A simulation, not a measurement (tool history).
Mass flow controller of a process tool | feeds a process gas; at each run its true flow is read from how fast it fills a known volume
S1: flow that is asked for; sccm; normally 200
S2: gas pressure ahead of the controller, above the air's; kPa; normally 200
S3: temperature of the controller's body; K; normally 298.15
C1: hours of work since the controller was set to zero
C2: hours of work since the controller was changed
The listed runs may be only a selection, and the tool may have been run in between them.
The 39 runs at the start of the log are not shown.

Run 40, hour 8834.4: usual settings but S1 229 sccm, S3 305.15 K; C1 2336; C2 7253. Result: true flow (%) 99.18.
Run 41, hour 8964.3: usual settings but S1 147 sccm, S3 299.15 K; C1 2387; C2 7304. Result: true flow (%) 98.5.
Run 42, hour 9274.3: usual settings but S1 77 sccm, S3 293.15 K; C1 2508; C2 7425. Result: true flow (%) 97.99.
Run 43, hour 9508: usual settings but S1 77 sccm, S3 293.15 K; C1 2600; C2 7517. Result: true flow (%) 97.94.
Run 44, hour 9767.2: usual settings but S1 75 sccm, S2 149 kPa, S3 293.15 K; C1 2701; C2 7618. Result: true flow (%) 98.33.
Run 45, hour 10032.9: usual settings but S2 229 kPa, S3 305.15 K; C1 2805; C2 7723. Result: true flow (%) 98.95.
Run 46, hour 10258.4: usual settings but S1 150 sccm, S2 252 kPa, S3 305.15 K; C1 2894; C2 7811. Result: true flow (%) 98.65.
Run 47, hour 10455: usual settings but S1 65 sccm, S3 295.15 K; C1 2971; C2 7888. Result: true flow (%) 98.
Run 48, hour 10699.1: usual settings but S1 65 sccm, S2 140 kPa, S3 295.15 K; C1 3066; C2 7984. Result: true flow (%) 98.31.
Run 49, hour 10996.9: usual settings but S1 87 sccm, S2 186 kPa, S3 303.15 K; C1 3183; C2 8100. Result: true flow (%) 98.59.

What if the next run were any one of these 3? Each begins from the tool's condition after run 49:
Run A, hour 11167.2: usual settings but S1 87 sccm, S2 189 kPa, S3 309.15 K; C1 3250; C2 8167. Result: true flow (%) ?.
Run B, hour 11167.2: usual settings but S1 118 sccm, S2 173 kPa, S3 308.15 K; C1 3250; C2 8167. Result: true flow (%) ?.
Run C, hour 11167.2: usual settings but S1 62 sccm, S2 268 kPa, S3 300.15 K; C1 3250; C2 8167. Result: true flow (%) ?.

run  true flow (%)
  A          98.84
  B          98.84
  C           97.9
With the hidden condition removed and each run's random variation left untouched, the same runs would have given:
run  true flow (%)
  A          98.81
  B          98.82
  C          97.87

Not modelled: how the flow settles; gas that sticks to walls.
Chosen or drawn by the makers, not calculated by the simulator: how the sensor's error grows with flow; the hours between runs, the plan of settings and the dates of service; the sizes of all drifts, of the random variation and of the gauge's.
